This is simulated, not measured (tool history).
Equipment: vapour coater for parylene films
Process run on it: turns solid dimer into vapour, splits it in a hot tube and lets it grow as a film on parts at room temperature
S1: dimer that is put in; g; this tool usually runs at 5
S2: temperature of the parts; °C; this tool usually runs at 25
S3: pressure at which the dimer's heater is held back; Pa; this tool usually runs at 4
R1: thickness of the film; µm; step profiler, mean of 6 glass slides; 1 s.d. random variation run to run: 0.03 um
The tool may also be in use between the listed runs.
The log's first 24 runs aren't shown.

run,hour,S1,S2,S3,R1
25,786.2,4,18,4,2.96
# hour 801.3: trap's valve overhauled
26,834.3,3,33,5.58,1.14
27,869.9,7,24,3.23,4.27
28,918.9,5,25,9.53,2.66
29,945.6,5,25,9.53,2.63
30,987.8,4,20,7.02,2.79
31,1012.2,5,25,2.21,2.99
32,1037.7,5,25,2.21,2.93
33,1084.9,5,25,2.21,2.98
34,1108.8,7,27,2.91,3.74
35,1145.5,7,27,2.91,3.75
36,1182.4,7,17,2.18,5.24
37,1217.7,2,25,8.6,1.09
38,1243.1,6,22,10,3.69
39,1271.5,6,30,5.11,2.62
40,1300.1,3,25,2.22,1.8
41,1348.3,9,25,10.15,4.77
42,1380.1,9,25,10.15,4.77
43,1429.7,4,25,7.57,2.16
44,1473.8,5,29,9.51,2.22
45,1506.3,8,19,11.45,5.54
# hour 1518.3: table's thermometer calibrated
46,1554.9,8,19,11.45,5.59

Predict each of these 3 candidate next runs independently; none follows another, all start after run 46:
A,1601.5,5,25,9.16,?
B,1601.5,5,25,2.28,?
C,1601.5,8,19,5.44,?

run,R1
A,2.61
B,2.95
C,5.81
The same runs, with their run-to-run variation unchanged, on a tool lacking any hidden condition would have given:
run,R1
A,2.61
B,2.95
C,5.82
